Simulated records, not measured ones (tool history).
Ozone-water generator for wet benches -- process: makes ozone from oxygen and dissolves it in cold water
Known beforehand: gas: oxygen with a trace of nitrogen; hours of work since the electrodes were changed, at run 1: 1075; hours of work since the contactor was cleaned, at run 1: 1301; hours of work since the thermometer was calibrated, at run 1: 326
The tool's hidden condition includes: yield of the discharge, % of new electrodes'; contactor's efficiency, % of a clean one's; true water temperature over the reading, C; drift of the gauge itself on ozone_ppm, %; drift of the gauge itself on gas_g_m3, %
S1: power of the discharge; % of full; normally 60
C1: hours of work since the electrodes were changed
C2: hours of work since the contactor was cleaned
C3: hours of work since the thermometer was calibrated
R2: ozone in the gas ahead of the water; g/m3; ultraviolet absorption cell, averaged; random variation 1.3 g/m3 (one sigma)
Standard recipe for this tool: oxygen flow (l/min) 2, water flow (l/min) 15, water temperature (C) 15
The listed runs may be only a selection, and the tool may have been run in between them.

run 1 hour=0 | S1=60 oxygen_flow_(l/min)=2 water_flow_(l/min)=15 water_temperature_(C)=15 | C1=1075 C2=1301 C3=326 | dissolved_ozone_(ppm)=16.3 R2=223.6
run 2 hour=26.7 | S1=60 oxygen_flow_(l/min)=2 water_flow_(l/min)=15 water_temperature_(C)=15 | C1=1099 C2=1325 C3=351 | dissolved_ozone_(ppm)=16.3 R2=222.6
run 3 hour=44.5 | S1=60 oxygen_flow_(l/min)=1.77 water_flow_(l/min)=15 water_temperature_(C)=15 | C1=1115 C2=1342 C3=367 | dissolved_ozone_(ppm)=16.1 R2=241.1
run 4 hour=64.3 | S1=60 oxygen_flow_(l/min)=2 water_flow_(l/min)=15 water_temperature_(C)=15 | C1=1133 C2=1360 C3=385 | dissolved_ozone_(ppm)=16.1 R2=220.5
run 5 hour=92.7 | S1=60 oxygen_flow_(l/min)=2 water_flow_(l/min)=18 water_temperature_(C)=15 | C1=1159 C2=1385 C3=411 | dissolved_ozone_(ppm)=13.4 R2=221.6
run 6 hour=114.2 | S1=60 oxygen_flow_(l/min)=2 water_flow_(l/min)=18 water_temperature_(C)=15 | C1=1179 C2=1405 C3=430 | dissolved_ozone_(ppm)=13.4 R2=220.8
run 7 hour=131.5 | S1=60 oxygen_flow_(l/min)=2 water_flow_(l/min)=10 water_temperature_(C)=15 | C1=1194 C2=1421 C3=446 | dissolved_ozone_(ppm)=24 R2=221.6
run 8 hour=149 | S1=60 oxygen_flow_(l/min)=2 water_flow_(l/min)=10 water_temperature_(C)=15 | C1=1210 C2=1437 C3=462 | dissolved_ozone_(ppm)=23.7 R2=222.7
run 9 hour=163.6 | S1=60 oxygen_flow_(l/min)=2 water_flow_(l/min)=10 water_temperature_(C)=15 | C1=1224 C2=1450 C3=475 | dissolved_ozone_(ppm)=24.1 R2=221.1
run 10 hour=189.5 | S1=60 oxygen_flow_(l/min)=2 water_flow_(l/min)=10 water_temperature_(C)=15 | C1=1247 C2=1474 C3=499 | dissolved_ozone_(ppm)=23.5 R2=222.6
run 11 hour=218.7 | S1=76 oxygen_flow_(l/min)=2 water_flow_(l/min)=15 water_temperature_(C)=15 | C1=1274 C2=1500 C3=526 | dissolved_ozone_(ppm)=18.4 R2=246.8
run 12 hour=252.7 | S1=76 oxygen_flow_(l/min)=2 water_flow_(l/min)=15 water_temperature_(C)=15 | C1=1305 C2=1531 C3=557 | dissolved_ozone_(ppm)=18.4 R2=249.1
run 13 hour=281.1 | S1=76 oxygen_flow_(l/min)=2 water_flow_(l/min)=15 water_temperature_(C)=15 | C1=1331 C2=1557 C3=582 | dissolved_ozone_(ppm)=18.3 R2=249.2
run 14 hour=297.5 | S1=60 oxygen_flow_(l/min)=2 water_flow_(l/min)=15 water_temperature_(C)=15 | C1=1346 C2=1572 C3=597 | dissolved_ozone_(ppm)=16.4 R2=221
run 15 hour=328.7 | S1=60 oxygen_flow_(l/min)=2 water_flow_(l/min)=15 water_temperature_(C)=15 | C1=1374 C2=1601 C3=626 | dissolved_ozone_(ppm)=16.4 R2=220.9
run 16 hour=362.6 | S1=60 oxygen_flow_(l/min)=2 water_flow_(l/min)=15 water_temperature_(C)=15 | C1=1405 C2=1631 C3=657 | dissolved_ozone_(ppm)=16.2 R2=222.9
run 17 hour=378 | S1=82 oxygen_flow_(l/min)=2 water_flow_(l/min)=15 water_temperature_(C)=15 | C1=1419 C2=1645 C3=671 | dissolved_ozone_(ppm)=18.9 R2=260.2
run 18 hour=398.2 | S1=50 oxygen_flow_(l/min)=2.63 water_flow_(l/min)=18 water_temperature_(C)=10 | C1=1438 C2=1664 C3=689 | dissolved_ozone_(ppm)=13.1 R2=170
run 19 hour=427.4 | S1=95 oxygen_flow_(l/min)=2 water_flow_(l/min)=16 water_temperature_(C)=15 | C1=1464 C2=1690 C3=716 | dissolved_ozone_(ppm)=19.1 R2=275.5
run 20 hour=453.2 | S1=95 oxygen_flow_(l/min)=2 water_flow_(l/min)=16 water_temperature_(C)=8 | C1=1488 C2=1714 C3=739 | dissolved_ozone_(ppm)=19.9 R2=276.7
run 21 hour=484.3 | S1=74 oxygen_flow_(l/min)=3.26 water_flow_(l/min)=15 water_temperature_(C)=15 | C1=1516 C2=1742 C3=768 | dissolved_ozone_(ppm)=18 R2=178.3
run 22 hour=517.6 | S1=89 oxygen_flow_(l/min)=2 water_flow_(l/min)=18 water_temperature_(C)=15 | C1=1546 C2=1773 C3=798 | dissolved_ozone_(ppm)=16.3 R2=263.1
run 23 hour=545.3 | S1=41 oxygen_flow_(l/min)=1.04 water_flow_(l/min)=13 water_temperature_(C)=22 | C1=1572 C2=1798 C3=823 | dissolved_ozone_(ppm)=13.5 R2=275.1
run 24 hour=559.6 | S1=96 oxygen_flow_(l/min)=1.61 water_flow_(l/min)=17 water_temperature_(C)=15 | C1=1585 C2=1811 C3=836 | dissolved_ozone_(ppm)=17.4 R2=318.8
run 25 hour=587.1 | S1=53 oxygen_flow_(l/min)=2.2 water_flow_(l/min)=17 water_temperature_(C)=15 | C1=1610 C2=1836 C3=861 | dissolved_ozone_(ppm)=13.2 R2=192.5
run 26 hour=620.5 | S1=62 oxygen_flow_(l/min)=1.68 water_flow_(l/min)=16 water_temperature_(C)=15 | C1=1640 C2=1866 C3=892 | dissolved_ozone_(ppm)=14.6 R2=248.1
run 27 hour=636.8 | S1=60 oxygen_flow_(l/min)=2.1 water_flow_(l/min)=11 water_temperature_(C)=15 | C1=1655 C2=1881 C3=907 | dissolved_ozone_(ppm)=21.5 R2=211.9
run 28 hour=659.6 | S1=60 oxygen_flow_(l/min)=2.1 water_flow_(l/min)=11 water_temperature_(C)=15 | C1=1676 C2=1902 C3=927 | dissolved_ozone_(ppm)=21.4 R2=209
run 29 hour=676.1 | S1=60 oxygen_flow_(l/min)=1.21 water_flow_(l/min)=10 water_temperature_(C)=15 | C1=1691 C2=1917 C3=942 | dissolved_ozone_(ppm)=22.9 R2=302
run 30 hour=709.6 | S1=60 oxygen_flow_(l/min)=1.4 water_flow_(l/min)=10 water_temperature_(C)=21 | C1=1721 C2=1948 C3=973 | dissolved_ozone_(ppm)=22 R2=276
run 31 hour=728.6 | S1=60 oxygen_flow_(l/min)=2 water_flow_(l/min)=24 water_temperature_(C)=15 | C1=1739 C2=1965 C3=990 | dissolved_ozone_(ppm)=9.5 R2=218.9
run 32 hour=757.7 | S1=99 oxygen_flow_(l/min)=1.21 water_flow_(l/min)=18 water_temperature_(C)=9 | C1=1765 C2=1992 C3=1017 | dissolved_ozone_(ppm)=16.1 R2=381.8
run 33 hour=771.9 | S1=70 oxygen_flow_(l/min)=1.44 water_flow_(l/min)=9 water_temperature_(C)=8 | C1=1778 C2=2004 C3=1030 | dissolved_ozone_(ppm)=29.5 R2=291.4

Subtracting, for every run, the result it would have given without the tool's unlogged condition from the measured result gives the following. The same run-to-run variation enters both numbers; the gauge's scatter may not:
run=1 dissolved_ozone_(ppm)=-0.7 R2=-7
run=2 dissolved_ozone_(ppm)=-0.8 R2=-7.2
run=3 dissolved_ozone_(ppm)=-0.7 R2=-7.8
run=4 dissolved_ozone_(ppm)=-0.8 R2=-7.3
run=5 dissolved_ozone_(ppm)=-0.6 R2=-7.4
run=6 dissolved_ozone_(ppm)=-0.7 R2=-7.6
run=7 dissolved_ozone_(ppm)=-1.1 R2=-7.7
run=8 dissolved_ozone_(ppm)=-1.1 R2=-7.8
run=9 dissolved_ozone_(ppm)=-1.1 R2=-7.9
run=10 dissolved_ozone_(ppm)=-1.1 R2=-8
run=11 dissolved_ozone_(ppm)=-1 R2=-10.3
run=12 dissolved_ozone_(ppm)=-1.1 R2=-10.6
run=13 dissolved_ozone_(ppm)=-1.1 R2=-10.8
run=14 dissolved_ozone_(ppm)=-0.9 R2=-8.6
run=15 dissolved_ozone_(ppm)=-0.9 R2=-8.8
run=16 dissolved_ozone_(ppm)=-0.9 R2=-9
run=17 dissolved_ozone_(ppm)=-1.2 R2=-12.5
run=18 dissolved_ozone_(ppm)=-0.7 R2=-6.4
run=19 dissolved_ozone_(ppm)=-1.3 R2=-14.6
run=20 dissolved_ozone_(ppm)=-1.4 R2=-15
run=21 dissolved_ozone_(ppm)=-1.2 R2=-8.7
run=22 dissolved_ozone_(ppm)=-1.1 R2=-14.4
run=23 dissolved_ozone_(ppm)=-0.7 R2=-9.9
run=24 dissolved_ozone_(ppm)=-1.4 R2=-18.5
run=25 dissolved_ozone_(ppm)=-0.9 R2=-8.3
run=26 dissolved_ozone_(ppm)=-1 R2=-11.9
run=27 dissolved_ozone_(ppm)=-1.4 R2=-10.2
run=28 dissolved_ozone_(ppm)=-1.4 R2=-10.1
run=29 dissolved_ozone_(ppm)=-1.4 R2=-14.7
run=30 dissolved_ozone_(ppm)=-1.4 R2=-13.7
run=31 dissolved_ozone_(ppm)=-0.7 R2=-10.9
run=32 dissolved_ozone_(ppm)=-1.4 R2=-24.9
run=33 dissolved_ozone_(ppm)=-2.1 R2=-16.2
